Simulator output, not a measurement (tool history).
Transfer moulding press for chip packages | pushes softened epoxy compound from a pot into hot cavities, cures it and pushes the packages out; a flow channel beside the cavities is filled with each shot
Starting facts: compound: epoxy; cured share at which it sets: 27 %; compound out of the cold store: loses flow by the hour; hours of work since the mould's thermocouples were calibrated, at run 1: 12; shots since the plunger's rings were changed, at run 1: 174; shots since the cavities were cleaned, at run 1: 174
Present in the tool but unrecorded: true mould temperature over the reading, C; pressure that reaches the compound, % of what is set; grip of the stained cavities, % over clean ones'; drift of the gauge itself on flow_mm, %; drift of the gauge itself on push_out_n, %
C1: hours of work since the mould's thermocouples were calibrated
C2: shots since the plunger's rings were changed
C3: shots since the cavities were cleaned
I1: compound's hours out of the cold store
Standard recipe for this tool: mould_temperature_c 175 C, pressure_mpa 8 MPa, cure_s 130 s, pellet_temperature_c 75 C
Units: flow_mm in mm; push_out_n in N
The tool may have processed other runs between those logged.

Run 1, hour 0: usual settings; C1 12; C2 174; C3 174; I1 33.5. Result: flow_mm 719 mm, push_out_n 490 N.
Run 2, hour 50.7: usual settings; C1 45; C2 675; C3 675; I1 46.2. Result: flow_mm 675 mm, push_out_n 647 N.
At hour 76.1: cavities cleaned with cleaning compound and waxed.
Run 3, hour 76.8: usual settings; C1 61; C2 918; C3 7; I1 24.8. Result: flow_mm 747 mm, push_out_n 384 N.
Run 4, hour 113.8: usual settings; C1 85; C2 1284; C3 373; I1 23.3. Result: flow_mm 750 mm, push_out_n 574 N.
Run 5, hour 160.2: usual settings; C1 116; C2 1742; C3 831; I1 24.3. Result: flow_mm 743 mm, push_out_n 770 N.
At hour 168.4: cavities cleaned with cleaning compound and waxed.
Run 6, hour 188.8: usual settings; C1 133; C2 2009; C3 201; I1 11. Result: flow_mm 788 mm, push_out_n 523 N.
Run 7, hour 219.9: usual settings but mould_temperature_c 181 C; C1 154; C2 2317; C3 509; I1 38.8. Result: flow_mm 676 mm, push_out_n 508 N.
Run 8, hour 256.7: usual settings but pressure_mpa 6.63 MPa; C1 178; C2 2681; C3 873; I1 29.6. Result: flow_mm 656 mm, push_out_n 788 N.
At hour 262.2: cavities cleaned with cleaning compound and waxed.
At hour 291.7: plunger's sealing rings changed.
Run 9, hour 312.2: usual settings; C1 212; C2 202; C3 468; I1 37.4. Result: flow_mm 709 mm, push_out_n 652 N.
Run 10, hour 337.1: usual settings; C1 228; C2 449; C3 715; I1 34.9. Result: flow_mm 715 mm, push_out_n 713 N.
At hour 356.8: cavities cleaned with cleaning compound and waxed.
Run 11, hour 383.1: usual settings; C1 257; C2 888; C3 259; I1 47.9. Result: flow_mm 672 mm, push_out_n 521 N.
Run 12, hour 406.9: usual settings; C1 273; C2 1124; C3 495; I1 18.6. Result: flow_mm 769 mm, push_out_n 644 N.
At hour 450.8: cavities cleaned with cleaning compound and waxed.
Run 13, hour 461: usual settings; C1 307; C2 1643; C3 101; I1 18.1. Result: flow_mm 766 mm, push_out_n 494 N.
Run 14, hour 486.5: usual settings; C1 324; C2 1895; C3 353; I1 27. Result: flow_mm 734 mm, push_out_n 598 N.
Run 15, hour 539.3: usual settings but pellet_temperature_c 73 C; C1 358; C2 2417; C3 875; I1 16.5. Result: flow_mm 767 mm, push_out_n 786 N.
At hour 545.3: cavities cleaned with cleaning compound and waxed.
Run 16, hour 585.7: usual settings but pellet_temperature_c 73 C; C1 388; C2 2861; C3 400; I1 42.8. Result: flow_mm 676 mm, push_out_n 626 N.
At hour 601.6: plunger's sealing rings changed.
Run 17, hour 629.1: usual settings but pellet_temperature_c 73 C; C1 415; C2 272; C3 804; I1 37.5. Result: flow_mm 708 mm, push_out_n 748 N.
At hour 640.6: cavities cleaned with cleaning compound and waxed.
Run 18, hour 668.1: usual settings but pressure_mpa 8.2 MPa, cure_s 121 s; C1 439; C2 643; C3 272; I1 32.7. Result: flow_mm 733 mm, push_out_n 641 N.
Run 19, hour 722.4: usual settings but mould_temperature_c 174 C, pressure_mpa 7.5 MPa, cure_s 124 s; C1 475; C2 1179; C3 808; I1 44.7. Result: flow_mm 664 mm, push_out_n 874 N.
At hour 735.1: cavities cleaned with cleaning compound and waxed.
Run 20, hour 766.4: usual settings but mould_temperature_c 174 C, pressure_mpa 7.5 MPa, cure_s 124 s; C1 503; C2 1599; C3 309; I1 43.9. Result: flow_mm 663 mm, push_out_n 674 N.
At hour 773.4: mould's thermocouples calibrated.
Run 21, hour 818.6: usual settings but mould_temperature_c 180 C, pressure_mpa 7.75 MPa; C1 30; C2 2095; C3 805; I1 27.7. Result: flow_mm 708 mm, push_out_n 583 N.
At hour 829.4: cavities cleaned with cleaning compound and waxed.
Run 22, hour 868.4: usual settings but mould_temperature_c 180 C, pressure_mpa 7.75 MPa; C1 61; C2 2573; C3 386; I1 29.1. Result: flow_mm 698 mm, push_out_n 486 N.
At hour 912.2: plunger's sealing rings changed.
Run 23, hour 912.2: usual settings but mould_temperature_c 169 C, pressure_mpa 6.65 MPa; C1 88; C2 0; C3 793; I1 21.3. Result: flow_mm 710 mm, push_out_n 1153 N.
At hour 925.5: cavities cleaned with cleaning compound and waxed.
Run 24, hour 951: usual settings but mould_temperature_c 169 C, pressure_mpa 6.65 MPa; C1 113; C2 369; C3 251; I1 24.6. Result: flow_mm 697 mm, push_out_n 837 N.
Run 25, hour 993.9: usual settings but mould_temperature_c 172 C, pressure_mpa 8.41 MPa, pellet_temperature_c 83 C; C1 141; C2 793; C3 675; I1 19.1. Result: flow_mm 793 mm, push_out_n 876 N.
At hour 1017.6: cavities cleaned with cleaning compound and waxed.
Run 26, hour 1037.4: usual settings but mould_temperature_c 172 C, pressure_mpa 8.41 MPa, pellet_temperature_c 83 C; C1 168; C2 1208; C3 195; I1 44.6. Result: flow_mm 702 mm, push_out_n 584 N.
Run 27, hour 1081.2: usual settings but mould_temperature_c 182 C, pressure_mpa 8.41 MPa, cure_s 145 s, pellet_temperature_c 83 C; C1 197; C2 1641; C3 628; I1 34.3. Result: flow_mm 713 mm, push_out_n 504 N.
At hour 1109.1: cavities cleaned with cleaning compound and waxed.
Run 28, hour 1111.2: usual settings but mould_temperature_c 171 C, pressure_mpa 8.06 MPa; C1 216; C2 1923; C3 21; I1 24.3. Result: flow_mm 754 mm, push_out_n 516 N.

Below are 4 alternative next runs, each starting from the tool's condition after run 28. Predict each:
Run A, hour 1156.2: usual settings but cure_s 164 s; C1 245; C2 2368; C3 466; I1 29. Result: flow_mm ?, push_out_n ?.
Run B, hour 1156.2: usual settings but mould_temperature_c 180 C, pressure_mpa 6.49 MPa, pellet_temperature_c 66 C; C1 245; C2 2368; C3 466; I1 23.6. Result: flow_mm ?, push_out_n ?.
Run C, hour 1156.2: usual settings but mould_temperature_c 169 C, pressure_mpa 8.06 MPa, pellet_temperature_c 77 C; C1 245; C2 2368; C3 466; I1 28. Result: flow_mm ?, push_out_n ?.
Run D, hour 1156.2: usual settings but mould_temperature_c 182 C, cure_s 150 s, pellet_temperature_c 73 C; C1 245; C2 2368; C3 466; I1 10.8. Result: flow_mm ?, push_out_n ?.

run  flow_mm  push_out_n
  A      723         483
  B      656         522
  C      749         986
  D      771         488
With no hidden state in the tool, these same runs would have given:
run  flow_mm  push_out_n
  A      738         273
  B      670         295
  C      764         549
  D      786         279
